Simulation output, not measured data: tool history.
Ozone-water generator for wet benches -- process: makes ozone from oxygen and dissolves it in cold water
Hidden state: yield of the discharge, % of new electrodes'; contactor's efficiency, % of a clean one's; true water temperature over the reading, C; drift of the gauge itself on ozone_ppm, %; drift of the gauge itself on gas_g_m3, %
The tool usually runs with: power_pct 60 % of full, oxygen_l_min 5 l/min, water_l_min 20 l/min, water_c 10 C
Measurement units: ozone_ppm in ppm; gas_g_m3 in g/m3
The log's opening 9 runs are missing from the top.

| run | hour | power_pct | oxygen_l_min | water_l_min | water_c | hours of work since the electrodes were changed | hours of work since the contactor was cleaned | hours of work since the thermometer was calibrated | ozone_ppm | gas_g_m3 |
|---|---|---|---|---|---|---|---|---|---|---|
| 10 | 244.5 | 60 | 5 | 26 | 10 | 361 | 826 | 3894 | 15.4 | 159.6 |
| 11 | 258.6 | 55 | 5 | 20 | 10 | 375 | 839 | 3908 | 18 | 152.7 |
| 12 | 284.6 | 55 | 5 | 20 | 10 | 399 | 864 | 3932 | 18.2 | 150.5 |
| 13 | 312.8 | 55 | 5 | 17 | 10 | 426 | 890 | 3959 | 20.7 | 150.5 |
| 14 | 337.1 | 55 | 5 | 17 | 10 | 449 | 913 | 3982 | 21 | 149.5 |
| 15 | 351.7 | 75 | 5 | 17 | 10 | 463 | 927 | 3996 | 25.4 | 184 |
| 16 | 372.1 | 60 | 5 | 20 | 10 | 482 | 947 | 4015 | 19.3 | 159.4 |
| 17 | 404.7 | 52 | 5 | 17 | 10 | 513 | 978 | 4046 | 20.2 | 146 |
| 18 | 427 | 52 | 5 | 25 | 5 | 535 | 999 | 4067 | 15.2 | 142.9 |
| 19 | 456 | 94 | 5 | 25 | 9 | 562 | 1026 | 4095 | 21 | 210.8 |
| 20 | 472.8 | 94 | 5 | 25 | 9 | 578 | 1042 | 4111 | 21.2 | 208.3 |
| 21 | 505.7 | 81 | 5 | 30 | 11 | 609 | 1074 | 4142 | 16 | 193.5 |
| 22 | 522.9 | 81 | 5 | 30 | 11 | 626 | 1090 | 4158 | 16.1 | 192.3 |
| 23 | 543.4 | 89 | 5.02 | 21 | 17 | 645 | 1109 | 4178 | 21.4 | 202.9 |
| 24 | 560.3 | 52 | 5.03 | 21 | 11 | 661 | 1125 | 4194 | 16.7 | 144.8 |
| 25 | 586.6 | 60 | 4.31 | 20 | 11 | 686 | 1150 | 4219 | 18.9 | 172.4 |
| 26 | 602.4 | 60 | 4.28 | 20 | 13 | 701 | 1165 | 4234 | 18.6 | 173.1 |
| 27 | 622.1 | 47 | 4.59 | 20 | 10 | 720 | 1184 | 4253 | 16.4 | 142.1 |
| 28 | 645.1 | 60 | 4.43 | 20 | 8 | 741 | 1206 | 4274 | 19.8 | 170.4 |
| 29 | 667.2 | 60 | 7.33 | 20 | 8 | 762 | 1227 | 4295 | 19.3 | 123.8 |
| 30 | 682.8 | 83 | 5 | 28 | 8 | 777 | 1242 | 4310 | 17.8 | 194 |
| 31 | 712.7 | 83 | 5 | 28 | 8 | 806 | 1270 | 4339 | 17.6 | 192.8 |
| 32 | 746.1 | 83 | 8.07 | 28 | 9 | 837 | 1302 | 4370 | 18 | 143 |

Predict each of these 3 candidate next runs independently; none follows another, all start after run 32:
| A | 769.1 | 60 | 5 | 28 | 14 | 859 | 1324 | 4392 | ? | ? |
| B | 769.1 | 83 | 8.07 | 28 | 10 | 859 | 1324 | 4392 | ? | ? |
| C | 769.1 | 60 | 5 | 24 | 10 | 859 | 1324 | 4392 | ? | ? |

| run | ozone_ppm | gas_g_m3 |
|---|---|---|
| A | 13.7 | 158.4 |
| B | 17.6 | 143.3 |
| C | 16.5 | 156.6 |
Had the tool no hidden state, the same runs would have come out as:
| run | ozone_ppm | gas_g_m3 |
|---|---|---|
| A | 14.1 | 161.2 |
| B | 18.2 | 146.4 |
| C | 16.9 | 159.3 |
